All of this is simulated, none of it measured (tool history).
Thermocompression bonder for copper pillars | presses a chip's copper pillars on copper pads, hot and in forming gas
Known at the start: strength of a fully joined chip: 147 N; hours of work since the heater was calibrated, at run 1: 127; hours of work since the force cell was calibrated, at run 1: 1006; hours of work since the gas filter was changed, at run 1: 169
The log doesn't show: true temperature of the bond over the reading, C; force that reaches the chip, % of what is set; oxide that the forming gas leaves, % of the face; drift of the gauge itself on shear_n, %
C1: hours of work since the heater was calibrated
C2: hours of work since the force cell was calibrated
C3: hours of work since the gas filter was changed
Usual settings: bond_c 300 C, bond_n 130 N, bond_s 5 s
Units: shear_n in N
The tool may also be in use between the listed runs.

Run 1, day 0: usual settings; C1 127; C2 1006; C3 169. Result: shear_n 103.5 N.
Run 2, day 2.129: usual settings; C1 155; C2 1035; C3 198. Result: shear_n 102.1 N.
Run 3, day 4.292: usual settings but bond_n 79 N; C1 185; C2 1064; C3 227. Result: shear_n 82.7 N.
Run 4, day 5.871: usual settings; C1 206; C2 1085; C3 248. Result: shear_n 102.4 N.
Run 5, day 7.058: usual settings; C1 222; C2 1101; C3 264. Result: shear_n 102.2 N.
At day 7.588: forming gas filter changed.
Run 6, day 9.329: usual settings; C1 252; C2 1132; C3 24. Result: shear_n 104.5 N.
Run 7, day 11.496: usual settings; C1 282; C2 1161; C3 53. Result: shear_n 101.3 N.
Run 8, day 13.05: usual settings; C1 303; C2 1182; C3 74. Result: shear_n 102 N.
Run 9, day 14.704: usual settings but bond_s 14 s; C1 325; C2 1205; C3 96. Result: shear_n 127.2 N.
Run 10, day 16.046: usual settings but bond_s 14 s; C1 343; C2 1223; C3 114. Result: shear_n 127.1 N.
Run 11, day 17.646: usual settings but bond_s 14 s; C1 365; C2 1244; C3 136. Result: shear_n 126.6 N.
Run 12, day 18.775: usual settings but bond_n 95 N, bond_s 6 s; C1 380; C2 1260; C3 151. Result: shear_n 94.3 N.
Run 13, day 20.942: usual settings but bond_c 273 C, bond_n 81 N, bond_s 6 s; C1 409; C2 1289; C3 180. Result: shear_n 63.2 N.
Run 14, day 22.6: usual settings but bond_c 313 C, bond_n 119 N, bond_s 12 s; C1 432; C2 1311; C3 203. Result: shear_n 126.9 N.
Run 15, day 24.388: usual settings but bond_c 313 C, bond_n 119 N, bond_s 12 s; C1 456; C2 1335; C3 227. Result: shear_n 131.8 N.
Run 16, day 25.475: usual settings but bond_c 294 C, bond_n 106 N; C1 471; C2 1350; C3 242. Result: shear_n 89 N.
At day 27.704: forming gas filter changed.
Run 17, day 27.762: usual settings but bond_c 294 C, bond_n 106 N; C1 501; C2 1381; C3 1. Result: shear_n 91.5 N.
At day 28.696: force cell calibrated.
Run 18, day 29.579: usual settings but bond_c 294 C, bond_n 106 N; C1 525; C2 12; C3 24. Result: shear_n 87.6 N.
Run 19, day 30.796: usual settings but bond_c 270 C, bond_s 3 s; C1 541; C2 28; C3 41. Result: shear_n 64.5 N.
Run 20, day 32.504: usual settings but bond_c 324 C, bond_s 3 s; C1 564; C2 52; C3 64. Result: shear_n 109.4 N.

The next listed run, before its measurement:
Run 21, day 34.075: usual settings but bond_c 324 C, bond_s 8 s; C1 586; C2 73; C3 85. Result: shear_n ?.

Run 21 gave shear_n 131.6 N.
Without the tool's hidden state the same run would have given shear_n 131.6 N.
